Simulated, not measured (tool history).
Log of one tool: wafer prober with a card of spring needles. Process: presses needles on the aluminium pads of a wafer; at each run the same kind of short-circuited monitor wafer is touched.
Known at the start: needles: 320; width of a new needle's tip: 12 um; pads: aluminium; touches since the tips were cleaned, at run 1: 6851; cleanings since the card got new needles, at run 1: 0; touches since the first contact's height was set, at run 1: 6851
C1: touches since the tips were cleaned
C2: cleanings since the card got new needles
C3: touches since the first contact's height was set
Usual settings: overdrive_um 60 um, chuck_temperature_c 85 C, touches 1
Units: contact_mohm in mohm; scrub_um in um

{"run": 1, "hour": 0.0, "overdrive_um": 60, "chuck_temperature_c": 85, "touches": 1, "C1": 6851, "C2": 0, "C3": 6851, "contact_mohm": 203, "scrub_um": 15.99}
{"hour": 4.5, "done": "tips cleaned on abrasive film"}
{"run": 2, "hour": 11.4, "overdrive_um": 60, "chuck_temperature_c": 85, "touches": 1, "C1": 2029, "C2": 1, "C3": 10168, "contact_mohm": 171, "scrub_um": 15.91}
{"run": 3, "hour": 20.2, "overdrive_um": 60, "chuck_temperature_c": 85, "touches": 1, "C1": 4601, "C2": 1, "C3": 12740, "contact_mohm": 197, "scrub_um": 15.94}
{"run": 4, "hour": 26.8, "overdrive_um": 60, "chuck_temperature_c": 85, "touches": 1, "C1": 6550, "C2": 1, "C3": 14689, "contact_mohm": 204, "scrub_um": 15.94}
{"hour": 32.3, "done": "tips cleaned on abrasive film"}
{"run": 5, "hour": 38.5, "overdrive_um": 60, "chuck_temperature_c": 85, "touches": 1, "C1": 1821, "C2": 2, "C3": 18100, "contact_mohm": 171, "scrub_um": 15.88}
{"run": 6, "hour": 48.4, "overdrive_um": 60, "chuck_temperature_c": 85, "touches": 1, "C1": 4740, "C2": 2, "C3": 21019, "contact_mohm": 196, "scrub_um": 15.91}
{"run": 7, "hour": 58.6, "overdrive_um": 60, "chuck_temperature_c": 85, "touches": 1, "C1": 7734, "C2": 2, "C3": 24013, "contact_mohm": 208, "scrub_um": 15.86}
{"hour": 59.8, "done": "tips cleaned on abrasive film"}
{"run": 8, "hour": 66.3, "overdrive_um": 60, "chuck_temperature_c": 85, "touches": 2, "C1": 1906, "C2": 3, "C3": 26230, "contact_mohm": 157, "scrub_um": 15.88}
{"run": 9, "hour": 76.9, "overdrive_um": 60, "chuck_temperature_c": 79, "touches": 1, "C1": 5014, "C2": 3, "C3": 29338, "contact_mohm": 202, "scrub_um": 15.89}
{"run": 10, "hour": 86.1, "overdrive_um": 60, "chuck_temperature_c": 79, "touches": 1, "C1": 7719, "C2": 3, "C3": 32043, "contact_mohm": 210, "scrub_um": 15.93}
{"hour": 87.5, "done": "tips cleaned on abrasive film"}
{"run": 11, "hour": 93.9, "overdrive_um": 60, "chuck_temperature_c": 79, "touches": 1, "C1": 1870, "C2": 4, "C3": 34307, "contact_mohm": 167, "scrub_um": 15.84}
{"run": 12, "hour": 104.9, "overdrive_um": 60, "chuck_temperature_c": 94, "touches": 1, "C1": 5116, "C2": 4, "C3": 37553, "contact_mohm": 198, "scrub_um": 15.86}
{"run": 13, "hour": 111.5, "overdrive_um": 60, "chuck_temperature_c": 94, "touches": 1, "C1": 7055, "C2": 4, "C3": 39492, "contact_mohm": 215, "scrub_um": 15.89}
{"hour": 114.9, "done": "tips cleaned on abrasive film"}
{"run": 14, "hour": 122.6, "overdrive_um": 60, "chuck_temperature_c": 94, "touches": 1, "C1": 2266, "C2": 5, "C3": 42720, "contact_mohm": 175, "scrub_um": 15.84}
{"run": 15, "hour": 131.3, "overdrive_um": 60, "chuck_temperature_c": 85, "touches": 1, "C1": 4802, "C2": 5, "C3": 45256, "contact_mohm": 197, "scrub_um": 15.85}
{"hour": 142.3, "done": "tips cleaned on abrasive film"}
{"run": 16, "hour": 142.6, "overdrive_um": 60, "chuck_temperature_c": 85, "touches": 1, "C1": 114, "C2": 6, "C3": 48571, "contact_mohm": 138, "scrub_um": 15.87}
{"run": 17, "hour": 154.3, "overdrive_um": 60, "chuck_temperature_c": 85, "touches": 1, "C1": 3547, "C2": 6, "C3": 52004, "contact_mohm": 187, "scrub_um": 15.77}
{"run": 18, "hour": 166.1, "overdrive_um": 80, "chuck_temperature_c": 64, "touches": 2, "C1": 6995, "C2": 6, "C3": 55452, "contact_mohm": 156, "scrub_um": 21.14}
{"hour": 169.8, "done": "tips cleaned on abrasive film"}
{"run": 19, "hour": 174.5, "overdrive_um": 80, "chuck_temperature_c": 64, "touches": 2, "C1": 1400, "C2": 7, "C3": 57910, "contact_mohm": 138, "scrub_um": 21.17}
{"run": 20, "hour": 181.8, "overdrive_um": 80, "chuck_temperature_c": 64, "touches": 2, "C1": 3532, "C2": 7, "C3": 60042, "contact_mohm": 150, "scrub_um": 21.1}
{"run": 21, "hour": 187.6, "overdrive_um": 74, "chuck_temperature_c": 89, "touches": 1, "C1": 5245, "C2": 7, "C3": 61755, "contact_mohm": 178, "scrub_um": 19.52}
{"run": 22, "hour": 195.8, "overdrive_um": 74, "chuck_temperature_c": 89, "touches": 1, "C1": 7651, "C2": 7, "C3": 64161, "contact_mohm": 186, "scrub_um": 19.5}
{"hour": 197.6, "done": "tips cleaned on abrasive film"}
{"run": 23, "hour": 200.8, "overdrive_um": 74, "chuck_temperature_c": 85, "touches": 2, "C1": 947, "C2": 8, "C3": 65603, "contact_mohm": 141, "scrub_um": 19.49}
{"run": 24, "hour": 212.7, "overdrive_um": 61, "chuck_temperature_c": 56, "touches": 1, "C1": 4423, "C2": 8, "C3": 69079, "contact_mohm": 194, "scrub_um": 16.06}
{"run": 25, "hour": 218.6, "overdrive_um": 61, "chuck_temperature_c": 56, "touches": 1, "C1": 6179, "C2": 8, "C3": 70835, "contact_mohm": 205, "scrub_um": 16.04}
{"hour": 225.2, "done": "tips cleaned on abrasive film"}
{"run": 26, "hour": 225.9, "overdrive_um": 62, "chuck_temperature_c": 33, "touches": 1, "C1": 211, "C2": 9, "C3": 72943, "contact_mohm": 138, "scrub_um": 16.27}
{"run": 27, "hour": 232.0, "overdrive_um": 45, "chuck_temperature_c": 33, "touches": 2, "C1": 1992, "C2": 9, "C3": 74724, "contact_mohm": 173, "scrub_um": 11.8}
{"run": 28, "hour": 242.2, "overdrive_um": 66, "chuck_temperature_c": 52, "touches": 3, "C1": 4978, "C2": 9, "C3": 77710, "contact_mohm": 149, "scrub_um": 17.34}
{"run": 29, "hour": 249.4, "overdrive_um": 66, "chuck_temperature_c": 52, "touches": 3, "C1": 7109, "C2": 9, "C3": 79841, "contact_mohm": 153, "scrub_um": 17.32}
{"hour": 252.9, "done": "tips cleaned on abrasive film"}
{"run": 30, "hour": 255.8, "overdrive_um": 60, "chuck_temperature_c": 117, "touches": 1, "C1": 858, "C2": 10, "C3": 81684, "contact_mohm": 159, "scrub_um": 15.77}
{"run": 31, "hour": 262.3, "overdrive_um": 60, "chuck_temperature_c": 54, "touches": 2, "C1": 2774, "C2": 10, "C3": 83600, "contact_mohm": 161, "scrub_um": 15.8}
{"run": 32, "hour": 273.9, "overdrive_um": 60, "chuck_temperature_c": 25, "touches": 1, "C1": 6171, "C2": 10, "C3": 86997, "contact_mohm": 206, "scrub_um": 15.76}
{"hour": 280.3, "done": "tips cleaned on abrasive film"}
{"run": 33, "hour": 280.3, "overdrive_um": 56, "chuck_temperature_c": 96, "touches": 3, "C1": 0, "C2": 11, "C3": 88857, "contact_mohm": 140, "scrub_um": 14.67}
{"run": 34, "hour": 291.6, "overdrive_um": 56, "chuck_temperature_c": 96, "touches": 3, "C1": 3317, "C2": 11, "C3": 92174, "contact_mohm": 160, "scrub_um": 14.63}

4 ways to go on from here, each from the tool as it stands after run 34. What would each give?
{"run": "A", "hour": 298.9, "overdrive_um": 56, "chuck_temperature_c": 96, "touches": 3, "C1": 5458, "C2": 11, "C3": 94315, "contact_mohm": "?", "scrub_um": "?"}
{"run": "B", "hour": 298.9, "overdrive_um": 60, "chuck_temperature_c": 96, "touches": 3, "C1": 5458, "C2": 11, "C3": 94315, "contact_mohm": "?", "scrub_um": "?"}
{"run": "C", "hour": 298.9, "overdrive_um": 67, "chuck_temperature_c": 96, "touches": 3, "C1": 5458, "C2": 11, "C3": 94315, "contact_mohm": "?", "scrub_um": "?"}
{"run": "D", "hour": 298.9, "overdrive_um": 74, "chuck_temperature_c": 96, "touches": 2, "C1": 5458, "C2": 11, "C3": 94315, "contact_mohm": "?", "scrub_um": "?"}

run=A contact_mohm=166 scrub_um=14.69
run=B contact_mohm=159 scrub_um=15.73
run=C contact_mohm=154 scrub_um=17.67
run=D contact_mohm=161 scrub_um=19.46
Without the tool's hidden state the same runs would have given:
run=A contact_mohm=138 scrub_um=14.90
run=B contact_mohm=134 scrub_um=15.94
run=C contact_mohm=133 scrub_um=17.88
run=D contact_mohm=131 scrub_um=19.66
